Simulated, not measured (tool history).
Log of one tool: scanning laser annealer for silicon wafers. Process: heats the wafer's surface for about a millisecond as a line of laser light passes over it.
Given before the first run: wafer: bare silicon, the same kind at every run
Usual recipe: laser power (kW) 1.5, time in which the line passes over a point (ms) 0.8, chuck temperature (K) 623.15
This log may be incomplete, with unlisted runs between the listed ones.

run	hour	laser power (kW)	time in which the line passes over a point (ms)	chuck temperature (K)	highest temperature of the surface (K)
1	0	1.5	0.8	623.15	1322.15
2	66.7	1.5	0.8	623.15	1319.15
3	123.1	1.5	0.8	623.15	1316.15
4	190.4	1.5	0.8	647.15	1339.15
# hour 205.5: window over the wafer cleaned
5	269	1.5	0.8	647.15	1359.15
6	300.5	1.5	0.8	647.15	1360.15
7	360.8	1.5	0.8	647.15	1359.15
8	416.1	1.5	0.8	647.15	1359.15
9	480.3	1.301	0.628	654.15	1194.15
10	521.6	1.301	0.628	654.15	1194.15
11	562.6	1.559	0.628	654.15	1305.15

5 ways to go on from here, each from the tool as it stands after run 11. What would each give?
A	625.4	1.314	0.985	630.15	?
B	625.4	1.443	0.728	654.15	?
C	625.4	1.559	0.658	634.15	?
D	625.4	1.5	0.8	593.15	?
E	625.4	1.5	0.608	623.15	?

run	highest temperature of the surface (K)
A	1300.15
B	1299.15
C	1297.15
D	1292.15
E	1234.15
Without the tool's unlogged condition, the same runs would have read:
run	highest temperature of the surface (K)
A	1330.15
B	1328.15
C	1327.15
D	1324.15
E	1262.15
